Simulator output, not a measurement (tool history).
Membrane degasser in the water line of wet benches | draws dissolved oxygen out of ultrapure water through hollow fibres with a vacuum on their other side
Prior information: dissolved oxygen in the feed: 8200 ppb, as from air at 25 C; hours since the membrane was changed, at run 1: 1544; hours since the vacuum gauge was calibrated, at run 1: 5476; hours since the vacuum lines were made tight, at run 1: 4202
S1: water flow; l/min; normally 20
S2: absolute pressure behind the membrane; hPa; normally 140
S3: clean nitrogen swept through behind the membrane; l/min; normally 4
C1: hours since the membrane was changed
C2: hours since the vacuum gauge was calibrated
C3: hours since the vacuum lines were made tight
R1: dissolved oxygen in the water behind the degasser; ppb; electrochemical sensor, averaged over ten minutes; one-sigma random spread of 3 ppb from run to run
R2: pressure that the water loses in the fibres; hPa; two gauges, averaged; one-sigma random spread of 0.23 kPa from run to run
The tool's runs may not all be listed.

run   hour  S1   S2     S3    C1    C2    C3     R1     R2
  1      0  20  140      4  1544  5476  4202  308.5  592.7
  2   45.1  20  140      4  1589  5521  4247  306.6  594.9
  3  120.3  20  140      4  1665  5597  4322  306.5  595.6
  4  190.2  20  140      4  1734  5666  4392  310.1  598.5
  5  272.9  20  179      4  1817  5749  4475  355.6  597.1
  6  325.2  20  179      4  1869  5801  4527  360.5  592.1
  7  387.6  25  272   2.08  1932  5864  4590  869.6  742.2
  8  457.6  24  108      4  2002  5934  4660  362.4  715.4
     464.9  -- vacuum gauge calibrated
  9  548.2  21  160  11.81  2092    83  4750  255.4    627
 10  615.9  21  160  11.81  2160   151  4817  258.3  624.4
 11  687.3  21  160  11.81  2231   222  4889  257.1  628.4
 12  741.6  21  160  11.81  2285   277  4943  261.5  621.6

Pick out some run-to-run changes in R1. Of each, how much would a tool without hidden state show as well, from the settings, what came in and chance, and how much is left for the hidden state and any gauge scatter not in both results compared?
The tool's hidden condition here consists of: membrane still open, %; true pressure behind the membrane over the reading, kPa; air that leaks in behind the membrane, l/min; drift of the gauge itself on oxygen_ppb, %; drift of the gauge itself on loss_of_pressure_kpa, %.
Run 6 -> 7: S1 20 -> 25, S2 179 -> 272, S3 4 -> 2.08. R1 +509.1 ppb: hidden state +4.6, all else +504.5.

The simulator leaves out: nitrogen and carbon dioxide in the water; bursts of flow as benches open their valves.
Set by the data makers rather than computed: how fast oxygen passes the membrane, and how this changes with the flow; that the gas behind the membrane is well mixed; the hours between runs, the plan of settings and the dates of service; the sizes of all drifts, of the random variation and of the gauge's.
